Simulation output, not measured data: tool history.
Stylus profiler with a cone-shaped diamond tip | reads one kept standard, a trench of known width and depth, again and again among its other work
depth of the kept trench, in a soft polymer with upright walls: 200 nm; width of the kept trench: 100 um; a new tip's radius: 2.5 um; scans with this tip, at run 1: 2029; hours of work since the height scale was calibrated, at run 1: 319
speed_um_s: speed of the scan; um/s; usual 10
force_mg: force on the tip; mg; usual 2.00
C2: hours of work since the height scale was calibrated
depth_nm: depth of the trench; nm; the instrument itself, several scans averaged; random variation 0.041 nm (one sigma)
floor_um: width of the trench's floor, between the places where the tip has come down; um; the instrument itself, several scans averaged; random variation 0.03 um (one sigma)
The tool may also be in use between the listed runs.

{"run": 1, "hour": 0.0, "speed_um_s": 10, "force_mg": 2.0, "scans with this tip": 2029, "C2": 319, "depth_nm": 202.8, "floor_um": 97.89}
{"run": 2, "hour": 16.9, "speed_um_s": 7, "force_mg": 2.0, "scans with this tip": 2086, "C2": 328, "depth_nm": 202.8, "floor_um": 97.95}
{"run": 3, "hour": 28.1, "speed_um_s": 7, "force_mg": 2.0, "scans with this tip": 2124, "C2": 334, "depth_nm": 202.78, "floor_um": 98.01}
{"run": 4, "hour": 46.0, "speed_um_s": 10, "force_mg": 0.7, "scans with this tip": 2184, "C2": 343, "depth_nm": 201.45, "floor_um": 97.95}
{"run": 5, "hour": 59.0, "speed_um_s": 10, "force_mg": 2.0, "scans with this tip": 2228, "C2": 350, "depth_nm": 202.88, "floor_um": 97.98}
{"run": 6, "hour": 71.5, "speed_um_s": 10, "force_mg": 2.0, "scans with this tip": 2270, "C2": 357, "depth_nm": 202.78, "floor_um": 97.95}
{"run": 7, "hour": 86.4, "speed_um_s": 10, "force_mg": 2.0, "scans with this tip": 2320, "C2": 364, "depth_nm": 202.78, "floor_um": 97.95}
{"run": 8, "hour": 95.9, "speed_um_s": 10, "force_mg": 2.0, "scans with this tip": 2352, "C2": 370, "depth_nm": 202.79, "floor_um": 97.98}
{"run": 9, "hour": 114.9, "speed_um_s": 10, "force_mg": 2.0, "scans with this tip": 2416, "C2": 380, "depth_nm": 202.83, "floor_um": 98.0}
{"run": 10, "hour": 123.5, "speed_um_s": 10, "force_mg": 2.0, "scans with this tip": 2445, "C2": 384, "depth_nm": 202.84, "floor_um": 97.91}
{"run": 11, "hour": 140.1, "speed_um_s": 10, "force_mg": 2.0, "scans with this tip": 2501, "C2": 393, "depth_nm": 202.79, "floor_um": 97.97}
{"run": 12, "hour": 156.1, "speed_um_s": 4, "force_mg": 2.0, "scans with this tip": 2555, "C2": 401, "depth_nm": 202.8, "floor_um": 98.0}
{"run": 13, "hour": 176.1, "speed_um_s": 10, "force_mg": 1.84, "scans with this tip": 2622, "C2": 412, "depth_nm": 202.63, "floor_um": 97.88}
{"run": 14, "hour": 190.1, "speed_um_s": 6, "force_mg": 2.0, "scans with this tip": 2669, "C2": 419, "depth_nm": 202.85, "floor_um": 97.98}
{"run": 15, "hour": 208.6, "speed_um_s": 10, "force_mg": 3.23, "scans with this tip": 2731, "C2": 429, "depth_nm": 203.85, "floor_um": 97.99}
{"run": 16, "hour": 219.8, "speed_um_s": 10, "force_mg": 3.23, "scans with this tip": 2769, "C2": 435, "depth_nm": 203.88, "floor_um": 97.98}
{"run": 17, "hour": 234.3, "speed_um_s": 10, "force_mg": 3.23, "scans with this tip": 2818, "C2": 443, "depth_nm": 203.78, "floor_um": 97.99}
{"run": 18, "hour": 252.8, "speed_um_s": 10, "force_mg": 3.23, "scans with this tip": 2880, "C2": 452, "depth_nm": 203.88, "floor_um": 97.97}
{"run": 19, "hour": 270.7, "speed_um_s": 10, "force_mg": 3.23, "scans with this tip": 2940, "C2": 462, "depth_nm": 203.85, "floor_um": 97.97}
{"run": 20, "hour": 279.7, "speed_um_s": 10, "force_mg": 0.74, "scans with this tip": 2971, "C2": 467, "depth_nm": 201.46, "floor_um": 97.93}
{"run": 21, "hour": 288.2, "speed_um_s": 10, "force_mg": 1.91, "scans with this tip": 2999, "C2": 471, "depth_nm": 202.71, "floor_um": 97.96}
{"run": 22, "hour": 300.4, "speed_um_s": 10, "force_mg": 1.91, "scans with this tip": 3040, "C2": 478, "depth_nm": 202.76, "floor_um": 97.92}
{"run": 23, "hour": 315.3, "speed_um_s": 10, "force_mg": 1.91, "scans with this tip": 3090, "C2": 486, "depth_nm": 202.74, "floor_um": 97.91}
{"run": 24, "hour": 334.8, "speed_um_s": 7, "force_mg": 2.0, "scans with this tip": 3156, "C2": 496, "depth_nm": 202.86, "floor_um": 98.01}
{"run": 25, "hour": 347.4, "speed_um_s": 7, "force_mg": 2.0, "scans with this tip": 3198, "C2": 502, "depth_nm": 202.85, "floor_um": 98.0}
{"run": 26, "hour": 357.6, "speed_um_s": 6, "force_mg": 1.9, "scans with this tip": 3233, "C2": 508, "depth_nm": 202.72, "floor_um": 98.02}
{"run": 27, "hour": 375.5, "speed_um_s": 36, "force_mg": 0.72, "scans with this tip": 3293, "C2": 517, "depth_nm": 201.4, "floor_um": 97.59}
{"run": 28, "hour": 389.3, "speed_um_s": 36, "force_mg": 0.72, "scans with this tip": 3339, "C2": 525, "depth_nm": 201.5, "floor_um": 97.61}
{"run": 29, "hour": 405.3, "speed_um_s": 36, "force_mg": 0.72, "scans with this tip": 3393, "C2": 533, "depth_nm": 201.28, "floor_um": 97.6}
{"run": 30, "hour": 414.2, "speed_um_s": 5, "force_mg": 1.28, "scans with this tip": 3423, "C2": 538, "depth_nm": 202.13, "floor_um": 97.95}
{"run": 31, "hour": 430.7, "speed_um_s": 8, "force_mg": 3.62, "scans with this tip": 3479, "C2": 546, "depth_nm": 204.21, "floor_um": 97.99}
{"run": 32, "hour": 445.9, "speed_um_s": 5, "force_mg": 0.76, "scans with this tip": 3530, "C2": 555, "depth_nm": 201.44, "floor_um": 97.96}
{"run": 33, "hour": 454.8, "speed_um_s": 5, "force_mg": 0.76, "scans with this tip": 3560, "C2": 559, "depth_nm": 201.36, "floor_um": 97.94}
{"run": 34, "hour": 466.6, "speed_um_s": 6, "force_mg": 0.76, "scans with this tip": 3600, "C2": 566, "depth_nm": 201.46, "floor_um": 97.99}
{"run": 35, "hour": 479.7, "speed_um_s": 10, "force_mg": 1.52, "scans with this tip": 3644, "C2": 572, "depth_nm": 202.37, "floor_um": 98.01}
{"run": 36, "hour": 491.1, "speed_um_s": 15, "force_mg": 5.26, "scans with this tip": 3682, "C2": 578, "depth_nm": 205.33, "floor_um": 97.93}
{"run": 37, "hour": 507.3, "speed_um_s": 16, "force_mg": 1.41, "scans with this tip": 3737, "C2": 587, "depth_nm": 202.23, "floor_um": 97.85}
{"run": 38, "hour": 517.4, "speed_um_s": 12, "force_mg": 1.82, "scans with this tip": 3770, "C2": 592, "depth_nm": 202.61, "floor_um": 97.94}
{"run": 39, "hour": 536.7, "speed_um_s": 12, "force_mg": 1.82, "scans with this tip": 3835, "C2": 603, "depth_nm": 202.61, "floor_um": 97.92}
{"run": 40, "hour": 545.1, "speed_um_s": 17, "force_mg": 1.13, "scans with this tip": 3864, "C2": 607, "depth_nm": 201.89, "floor_um": 97.85}
{"run": 41, "hour": 563.0, "speed_um_s": 38, "force_mg": 2.0, "scans with this tip": 3924, "C2": 616, "depth_nm": 202.84, "floor_um": 97.77}
{"run": 42, "hour": 578.5, "speed_um_s": 38, "force_mg": 2.0, "scans with this tip": 3976, "C2": 625, "depth_nm": 202.82, "floor_um": 97.78}
{"run": 43, "hour": 594.0, "speed_um_s": 38, "force_mg": 2.0, "scans with this tip": 4028, "C2": 633, "depth_nm": 202.84, "floor_um": 97.75}
{"run": 44, "hour": 612.3, "speed_um_s": 38, "force_mg": 2.0, "scans with this tip": 4090, "C2": 643, "depth_nm": 202.75, "floor_um": 97.77}
{"run": 45, "hour": 627.0, "speed_um_s": 37, "force_mg": 1.35, "scans with this tip": 4139, "C2": 650, "depth_nm": 202.13, "floor_um": 97.7}
{"run": 46, "hour": 646.9, "speed_um_s": 5, "force_mg": 2.77, "scans with this tip": 4206, "C2": 661, "depth_nm": 203.44, "floor_um": 98.01}
{"run": 47, "hour": 666.5, "speed_um_s": 5, "force_mg": 2.77, "scans with this tip": 4272, "C2": 671, "depth_nm": 203.49, "floor_um": 98.03}
{"run": 48, "hour": 680.1, "speed_um_s": 4, "force_mg": 3.05, "scans with this tip": 4318, "C2": 678, "depth_nm": 203.77, "floor_um": 98.0}

3 ways to go on from here, each from the tool as it stands after run 48. What would each give?
{"run": "A", "hour": 692.4, "speed_um_s": 6, "force_mg": 3.77, "scans with this tip": 4359, "C2": 685, "depth_nm": "?", "floor_um": "?"}
{"run": "B", "hour": 692.4, "speed_um_s": 24, "force_mg": 2.12, "scans with this tip": 4359, "C2": 685, "depth_nm": "?", "floor_um": "?"}
{"run": "C", "hour": 692.4, "speed_um_s": 5, "force_mg": 2.0, "scans with this tip": 4359, "C2": 685, "depth_nm": "?", "floor_um": "?"}

run=A depth_nm=204.27 floor_um=97.98
run=B depth_nm=202.90 floor_um=97.90
run=C depth_nm=202.72 floor_um=98.01
Without the tool's hidden state the same runs would have given:
run=A depth_nm=204.27 floor_um=97.98
run=B depth_nm=202.91 floor_um=97.90
run=C depth_nm=202.72 floor_um=98.01

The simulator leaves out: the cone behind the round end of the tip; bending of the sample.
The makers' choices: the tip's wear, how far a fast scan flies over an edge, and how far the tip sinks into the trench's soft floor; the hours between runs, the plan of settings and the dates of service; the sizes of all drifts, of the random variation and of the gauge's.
